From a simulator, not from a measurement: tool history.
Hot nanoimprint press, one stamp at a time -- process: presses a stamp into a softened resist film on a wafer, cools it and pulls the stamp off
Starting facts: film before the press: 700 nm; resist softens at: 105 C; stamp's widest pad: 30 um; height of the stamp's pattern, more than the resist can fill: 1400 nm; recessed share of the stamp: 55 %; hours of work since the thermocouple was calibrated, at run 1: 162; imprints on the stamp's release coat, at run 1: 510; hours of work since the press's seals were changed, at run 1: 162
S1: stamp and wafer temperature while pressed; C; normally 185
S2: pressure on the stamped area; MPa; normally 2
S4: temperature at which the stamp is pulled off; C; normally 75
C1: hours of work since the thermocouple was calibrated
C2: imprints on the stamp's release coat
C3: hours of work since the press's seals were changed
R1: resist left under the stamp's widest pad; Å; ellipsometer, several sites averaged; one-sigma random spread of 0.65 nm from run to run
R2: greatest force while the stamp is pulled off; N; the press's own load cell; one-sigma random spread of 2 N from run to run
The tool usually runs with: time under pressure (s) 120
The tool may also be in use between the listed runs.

{"run": 1, "day": 0.0, "S1": 185, "S2": 2, "time under pressure (s)": 120, "S4": 75, "C1": 162, "C2": 510, "C3": 162, "R1": 3802, "R2": 145}
{"run": 2, "day": 2.154, "S1": 185, "S2": 2, "time under pressure (s)": 120, "S4": 75, "C1": 204, "C2": 639, "C3": 204, "R1": 3790, "R2": 147}
{"day": 3.917, "done": "stamp cleaned and given a new release coat"}
{"run": 3, "day": 3.975, "S1": 185, "S2": 2, "time under pressure (s)": 120, "S4": 76, "C1": 234, "C2": 3, "C3": 234, "R1": 3792, "R2": 130}
{"run": 4, "day": 5.071, "S1": 191, "S2": 2, "time under pressure (s)": 120, "S4": 75, "C1": 255, "C2": 69, "C3": 255, "R1": 3141, "R2": 134}
{"run": 5, "day": 6.092, "S1": 191, "S2": 2, "time under pressure (s)": 120, "S4": 75, "C1": 274, "C2": 131, "C3": 274, "R1": 3133, "R2": 135}
{"run": 6, "day": 7.317, "S1": 191, "S2": 2, "time under pressure (s)": 120, "S4": 75, "C1": 298, "C2": 204, "C3": 298, "R1": 3136, "R2": 139}
{"run": 7, "day": 9.412, "S1": 191, "S2": 2, "time under pressure (s)": 120, "S4": 75, "C1": 338, "C2": 330, "C3": 338, "R1": 3122, "R2": 141}
{"day": 11.196, "done": "plate thermocouple calibrated"}
{"run": 8, "day": 11.338, "S1": 191, "S2": 2, "time under pressure (s)": 120, "S4": 75, "C1": 3, "C2": 438, "C3": 372, "R1": 3084, "R2": 138}
{"run": 9, "day": 12.817, "S1": 185, "S2": 2, "time under pressure (s)": 120, "S4": 75, "C1": 31, "C2": 527, "C3": 401, "R1": 3711, "R2": 140}
{"run": 10, "day": 13.879, "S1": 185, "S2": 2, "time under pressure (s)": 120, "S4": 75, "C1": 51, "C2": 591, "C3": 421, "R1": 3706, "R2": 143}
{"day": 15.092, "done": "plate thermocouple calibrated, once more"}
{"run": 11, "day": 15.812, "S1": 188, "S2": 2, "time under pressure (s)": 120, "S4": 75, "C1": 14, "C2": 700, "C3": 456, "R1": 3510, "R2": 153}
{"day": 16.517, "done": "stamp cleaned and given a new release coat"}
{"run": 12, "day": 17.346, "S1": 188, "S2": 2, "time under pressure (s)": 120, "S4": 75, "C1": 38, "C2": 50, "C3": 480, "R1": 3518, "R2": 137}
{"run": 13, "day": 18.383, "S1": 185, "S2": 2, "time under pressure (s)": 120, "S4": 75, "C1": 58, "C2": 112, "C3": 500, "R1": 3845, "R2": 136}
{"run": 14, "day": 19.833, "S1": 185, "S2": 2, "time under pressure (s)": 120, "S4": 75, "C1": 86, "C2": 199, "C3": 528, "R1": 3839, "R2": 142}
{"run": 15, "day": 20.738, "S1": 185, "S2": 2, "time under pressure (s)": 120, "S4": 75, "C1": 103, "C2": 254, "C3": 545, "R1": 3843, "R2": 139}
{"run": 16, "day": 21.75, "S1": 185, "S2": 2, "time under pressure (s)": 120, "S4": 75, "C1": 123, "C2": 315, "C3": 564, "R1": 3835, "R2": 142}
{"run": 17, "day": 23.275, "S1": 185, "S2": 1.73, "time under pressure (s)": 120, "S4": 82, "C1": 152, "C2": 406, "C3": 594, "R1": 4061, "R2": 114}
{"run": 18, "day": 25.092, "S1": 193, "S2": 2.09, "time under pressure (s)": 81, "S4": 82, "C1": 187, "C2": 515, "C3": 628, "R1": 3368, "R2": 114}
{"run": 19, "day": 26.108, "S1": 185, "S2": 1.48, "time under pressure (s)": 237, "S4": 75, "C1": 206, "C2": 576, "C3": 648, "R1": 3477, "R2": 143}
{"run": 20, "day": 27.621, "S1": 183, "S2": 2, "time under pressure (s)": 157, "S4": 71, "C1": 235, "C2": 668, "C3": 677, "R1": 3734, "R2": 168}
{"day": 28.917, "done": "stamp cleaned and given a new release coat"}
{"run": 21, "day": 28.917, "S1": 183, "S2": 2, "time under pressure (s)": 157, "S4": 71, "C1": 255, "C2": 0, "C3": 697, "R1": 3713, "R2": 148}
{"run": 22, "day": 30.5, "S1": 179, "S2": 1.32, "time under pressure (s)": 120, "S4": 78, "C1": 285, "C2": 95, "C3": 727, "R1": 5199, "R2": 127}
{"run": 23, "day": 31.721, "S1": 179, "S2": 2.27, "time under pressure (s)": 120, "S4": 78, "C1": 309, "C2": 169, "C3": 750, "R1": 4344, "R2": 124}
{"day": 32.504, "done": "press's hydraulic seals changed and the load cell set to zero"}
{"run": 24, "day": 33.154, "S1": 179, "S2": 2.41, "time under pressure (s)": 63, "S4": 78, "C1": 330, "C2": 235, "C3": 12, "R1": 5005, "R2": 128}
{"run": 25, "day": 34.258, "S1": 179, "S2": 2.41, "time under pressure (s)": 63, "S4": 78, "C1": 351, "C2": 301, "C3": 34, "R1": 5009, "R2": 126}
{"day": 35.375, "done": "plate thermocouple calibrated"}
{"run": 26, "day": 36.296, "S1": 184, "S2": 2.62, "time under pressure (s)": 91, "S4": 67, "C1": 18, "C2": 416, "C3": 70, "R1": 3852, "R2": 170}
{"run": 27, "day": 38.388, "S1": 175, "S2": 1.71, "time under pressure (s)": 120, "S4": 75, "C1": 58, "C2": 542, "C3": 110, "R1": 5324, "R2": 146}
{"run": 28, "day": 39.571, "S1": 195, "S2": 1.88, "time under pressure (s)": 110, "S4": 72, "C1": 80, "C2": 613, "C3": 133, "R1": 2981, "R2": 162}
{"run": 29, "day": 40.808, "S1": 191, "S2": 2.36, "time under pressure (s)": 120, "S4": 75, "C1": 104, "C2": 687, "C3": 157, "R1": 2930, "R2": 153}
{"day": 41.721, "done": "stamp cleaned and given a new release coat"}
{"run": 30, "day": 43.121, "S1": 174, "S2": 2.36, "time under pressure (s)": 120, "S4": 65, "C1": 144, "C2": 84, "C3": 196, "R1": 4941, "R2": 169}
{"run": 31, "day": 45.179, "S1": 174, "S2": 2.15, "time under pressure (s)": 120, "S4": 64, "C1": 183, "C2": 208, "C3": 235, "R1": 5074, "R2": 179}

Consider 3 possible next runs. They are alternatives, not a sequence: every one starts from the tool as it was left by run 31. What does each give?
{"run": "A", "day": 46.779, "S1": 178, "S2": 1.59, "time under pressure (s)": 120, "S4": 75, "C1": 214, "C2": 304, "C3": 266, "R1": "?", "R2": "?"}
{"run": "B", "day": 46.779, "S1": 185, "S2": 2.12, "time under pressure (s)": 181, "S4": 75, "C1": 214, "C2": 304, "C3": 266, "R1": "?", "R2": "?"}
{"run": "C", "day": 46.779, "S1": 174, "S2": 1.23, "time under pressure (s)": 120, "S4": 64, "C1": 214, "C2": 304, "C3": 266, "R1": "?", "R2": "?"}

run=A R1=5040 R2=141
run=B R1=3222 R2=140
run=C R1=5826 R2=183
Stripped of hidden state, with their random variation kept, the same runs would have yielded:
run=A R1=5082 R2=136
run=B R1=3254 R2=135
run=C R1=5862 R2=175
